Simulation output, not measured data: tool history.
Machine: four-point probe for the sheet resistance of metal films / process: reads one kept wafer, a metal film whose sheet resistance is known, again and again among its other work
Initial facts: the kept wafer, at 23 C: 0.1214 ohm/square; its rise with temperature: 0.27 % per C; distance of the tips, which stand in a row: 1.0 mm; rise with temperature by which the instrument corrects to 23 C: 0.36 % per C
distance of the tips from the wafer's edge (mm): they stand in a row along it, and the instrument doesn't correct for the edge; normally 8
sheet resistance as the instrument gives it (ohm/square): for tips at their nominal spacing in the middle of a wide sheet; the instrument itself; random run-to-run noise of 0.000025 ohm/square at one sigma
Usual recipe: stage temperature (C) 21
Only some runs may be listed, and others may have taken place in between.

run   hour  stage temperature (C)  distance of the tips from the wafer's edge (mm)  sheet resistance as the instrument gives it (ohm/square)
  1    0.0                     21                                                8                                                  0.122958
  2   39.7                     21                                                8                                                  0.122929
  3   95.2                     21                                                8                                                  0.122947
  4  134.3                     27                                                8                                                  0.122254
  5  170.9                     21                                                8                                                  0.122925
  6  200.6                     21                                                8                                                  0.122994
  7  239.3                     21                                                8                                                  0.122942
  8  301.2                     21                                                8                                                  0.122945
  9  351.0                     21                                                8                                                  0.122988
 10  396.9                     21                                                8                                                  0.122996
 11  429.5                     21                                                8                                                  0.123014
 12  468.8                     25                                               56                                                  0.121601
 13  531.2                     30                                               31                                                  0.121108
 14  594.2                     30                                               31                                                  0.121115
     598.6  -- stage's thermometer calibrated
 15  627.7                     21                                               30                                                  0.122108
 16  675.2                     20                                               15                                                  0.122505
 17  738.1                     28                                               69                                                  0.121299
 18  780.0                     32                                               69                                                  0.120914
 19  836.6                     32                                               69                                                  0.120914
     840.6  -- stage's thermometer calibrated, once more
 20  886.3                     32                                               69                                                  0.120814

Forecast each of these 4 alternatives for the next run:
  A  942.2                     18                                               43                                                         ?
  B  942.2                     20                                               73                                                         ?
  C  942.2                     20                                                9                                                         ?
  D  942.2                     30                                               24                                                         ?

run  sheet resistance as the instrument gives it (ohm/square)
  A                                                  0.122342
  B                                                  0.122130
  C                                                  0.122909
  D                                                  0.121149
Had the tool no hidden state, the same runs would have come out as:
run  sheet resistance as the instrument gives it (ohm/square)
  A                                                  0.121974
  B                                                  0.121763
  C                                                  0.122541
  D                                                  0.120785

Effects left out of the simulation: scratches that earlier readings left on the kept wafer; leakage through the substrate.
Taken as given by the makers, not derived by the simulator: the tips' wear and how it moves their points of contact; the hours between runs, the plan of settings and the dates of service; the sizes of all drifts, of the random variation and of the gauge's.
